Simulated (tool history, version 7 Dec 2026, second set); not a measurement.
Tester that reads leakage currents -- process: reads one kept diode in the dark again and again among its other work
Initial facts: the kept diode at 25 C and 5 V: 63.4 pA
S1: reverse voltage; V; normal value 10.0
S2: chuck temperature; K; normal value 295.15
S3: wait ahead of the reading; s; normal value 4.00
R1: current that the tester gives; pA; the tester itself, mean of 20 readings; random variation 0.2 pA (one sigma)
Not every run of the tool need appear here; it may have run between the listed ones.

{"run": 1, "day": 0.0, "S1": 10.0, "S2": 295.15, "S3": 4.0, "R1": 75.65}
{"run": 2, "day": 5.071, "S1": 10.0, "S2": 303.15, "S3": 4.0, "R1": 125.45}
{"day": 7.967, "done": "chuck's temperature calibrated"}
{"run": 3, "day": 9.15, "S1": 10.0, "S2": 303.15, "S3": 4.0, "R1": 140.9}
{"run": 4, "day": 12.3, "S1": 10.0, "S2": 303.15, "S3": 4.0, "R1": 140.87}
{"run": 5, "day": 18.821, "S1": 10.0, "S2": 295.15, "S3": 4.0, "R1": 86.11}
{"run": 6, "day": 22.667, "S1": 10.0, "S2": 295.15, "S3": 4.0, "R1": 86.74}
{"run": 7, "day": 26.479, "S1": 10.0, "S2": 295.15, "S3": 4.0, "R1": 86.81}
{"run": 8, "day": 31.829, "S1": 10.0, "S2": 295.15, "S3": 4.0, "R1": 87.38}
{"run": 9, "day": 35.567, "S1": 10.0, "S2": 295.15, "S3": 4.0, "R1": 87.13}
{"run": 10, "day": 41.329, "S1": 10.0, "S2": 312.15, "S3": 4.0, "R1": 250.76}
{"run": 11, "day": 47.033, "S1": 10.0, "S2": 312.15, "S3": 4.0, "R1": 251.58}
{"run": 12, "day": 52.371, "S1": 1.6, "S2": 312.15, "S3": 0.35, "R1": 120.47}
{"run": 13, "day": 57.379, "S1": 1.6, "S2": 312.15, "S3": 0.35, "R1": 118.96}
{"day": 58.55, "done": "probe card cleaned and baked"}
{"run": 14, "day": 62.6, "S1": 1.6, "S2": 312.15, "S3": 0.35, "R1": 114.27}
{"run": 15, "day": 67.667, "S1": 1.6, "S2": 312.15, "S3": 0.35, "R1": 114.13}
{"run": 16, "day": 71.946, "S1": 18.1, "S2": 296.15, "S3": 4.0, "R1": 83.43}
{"run": 17, "day": 78.775, "S1": 2.3, "S2": 304.15, "S3": 4.0, "R1": 70.04}
{"run": 18, "day": 85.808, "S1": 2.3, "S2": 304.15, "S3": 4.0, "R1": 69.86}
{"run": 19, "day": 90.617, "S1": 2.6, "S2": 309.15, "S3": 4.0, "R1": 105.53}
{"run": 20, "day": 97.379, "S1": 10.0, "S2": 325.15, "S3": 4.0, "R1": 528.8}
{"run": 21, "day": 102.875, "S1": 10.0, "S2": 325.15, "S3": 4.0, "R1": 524.65}

4 ways to go on from here, each from the tool as it stands after run 21. What would each give?
{"run": "A", "day": 108.404, "S1": 7.2, "S2": 295.15, "S3": 6.0, "R1": "?"}
{"run": "B", "day": 108.404, "S1": 10.0, "S2": 295.15, "S3": 0.44, "R1": "?"}
{"run": "C", "day": 108.404, "S1": 10.0, "S2": 295.15, "S3": 5.84, "R1": "?"}
{"run": "D", "day": 108.404, "S1": 5.5, "S2": 296.15, "S3": 7.67, "R1": "?"}

run=A R1=55.25
run=B R1=69.01
run=C R1=63.96
run=D R1=52.72
Had the tool no hidden state, the same runs would have come out as:
run=A R1=57.28
run=B R1=69.76
run=C R1=64.72
run=D R1=55.94
